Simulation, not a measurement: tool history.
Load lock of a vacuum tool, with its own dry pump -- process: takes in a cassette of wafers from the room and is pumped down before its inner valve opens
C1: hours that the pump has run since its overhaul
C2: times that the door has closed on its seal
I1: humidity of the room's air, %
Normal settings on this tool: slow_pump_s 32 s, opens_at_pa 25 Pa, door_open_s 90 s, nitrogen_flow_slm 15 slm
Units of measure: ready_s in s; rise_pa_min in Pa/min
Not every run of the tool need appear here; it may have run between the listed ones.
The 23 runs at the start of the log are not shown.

run 24 hour=2226.8 | slow_pump_s=32 opens_at_pa=22 door_open_s=90 nitrogen_flow_slm=6 | C1=10949 C2=15732 | I1=42.1 | ready_s=61.4 rise_pa_min=0.094
run 25 hour=2357.8 | slow_pump_s=32 opens_at_pa=22 door_open_s=90 nitrogen_flow_slm=6 | C1=11080 C2=16250 | I1=47.2 | ready_s=60.7 rise_pa_min=0.108
run 26 hour=2489.0 | slow_pump_s=32 opens_at_pa=22 door_open_s=90 nitrogen_flow_slm=6 | C1=11211 C2=16770 | I1=45.2 | ready_s=61.2 rise_pa_min=0.103
run 27 hour=2579.8 | slow_pump_s=32 opens_at_pa=22 door_open_s=90 nitrogen_flow_slm=6 | C1=11302 C2=17130 | I1=47.5 | ready_s=60.7 rise_pa_min=0.106
run 28 hour=2711.2 | slow_pump_s=32 opens_at_pa=33 door_open_s=27 nitrogen_flow_slm=15 | C1=11434 C2=17650 | I1=45.8 | ready_s=58.6 rise_pa_min=0.078
run 29 hour=2842.1 | slow_pump_s=16 opens_at_pa=44 door_open_s=90 nitrogen_flow_slm=15 | C1=11564 C2=18168 | I1=42.7 | ready_s=45.4 rise_pa_min=0.097
run 30 hour=2927.5 | slow_pump_s=20 opens_at_pa=22 door_open_s=36 nitrogen_flow_slm=31 | C1=11650 C2=18507 | I1=44.4 | ready_s=52.7 rise_pa_min=0.077
run 31 hour=2983.0 | slow_pump_s=20 opens_at_pa=22 door_open_s=36 nitrogen_flow_slm=31 | C1=11705 C2=18726 | I1=42.1 | ready_s=52.3 rise_pa_min=0.088
run 32 hour=3045.8 | slow_pump_s=32 opens_at_pa=25 door_open_s=77 nitrogen_flow_slm=15 | C1=11768 C2=18975 | I1=46.0 | ready_s=60.5 rise_pa_min=0.103
run 33 hour=3110.2 | slow_pump_s=28 opens_at_pa=29 door_open_s=115 nitrogen_flow_slm=15 | C1=11833 C2=19230 | I1=47.5 | ready_s=56.3 rise_pa_min=0.106
run 34 hour=3199.5 | slow_pump_s=28 opens_at_pa=29 door_open_s=115 nitrogen_flow_slm=15 | C1=11922 C2=19584 | I1=45.1 | ready_s=57.1 rise_pa_min=0.108
run 35 hour=3267.5 | slow_pump_s=28 opens_at_pa=37 door_open_s=85 nitrogen_flow_slm=15 | C1=11990 C2=19853 | I1=48.1 | ready_s=56.0 rise_pa_min=0.104
run 36 hour=3371.5 | slow_pump_s=24 opens_at_pa=37 door_open_s=69 nitrogen_flow_slm=17 | C1=12094 C2=20265 | I1=46.0 | ready_s=52.6 rise_pa_min=0.101
run 37 hour=3499.9 | slow_pump_s=32 opens_at_pa=20 door_open_s=40 nitrogen_flow_slm=15 | C1=12222 C2=20773 | I1=44.0 | ready_s=62.1 rise_pa_min=0.099
run 38 hour=3583.6 | slow_pump_s=32 opens_at_pa=20 door_open_s=40 nitrogen_flow_slm=15 | C1=12306 C2=21105 | I1=41.2 | ready_s=61.3 rise_pa_min=0.094

Predict each of these 3 candidate next runs independently; none follows another, all start after run 38:
run A hour=3687.2 | slow_pump_s=32 opens_at_pa=25 door_open_s=90 nitrogen_flow_slm=10 | C1=12410 C2=21515 | I1=46.4 | ready_s=? rise_pa_min=?
run B hour=3687.2 | slow_pump_s=19 opens_at_pa=25 door_open_s=150 nitrogen_flow_slm=15 | C1=12410 C2=21515 | I1=43.7 | ready_s=? rise_pa_min=?
run C hour=3687.2 | slow_pump_s=32 opens_at_pa=47 door_open_s=90 nitrogen_flow_slm=22 | C1=12410 C2=21515 | I1=45.6 | ready_s=? rise_pa_min=?

run=A ready_s=60.7 rise_pa_min=0.118
run=B ready_s=52.0 rise_pa_min=0.123
run=C ready_s=58.0 rise_pa_min=0.111
Stripped of hidden state, with their random variation kept, the same runs would have yielded:
run=A ready_s=58.5 rise_pa_min=0.051
run=B ready_s=49.5 rise_pa_min=0.056
run=C ready_s=56.0 rise_pa_min=0.045
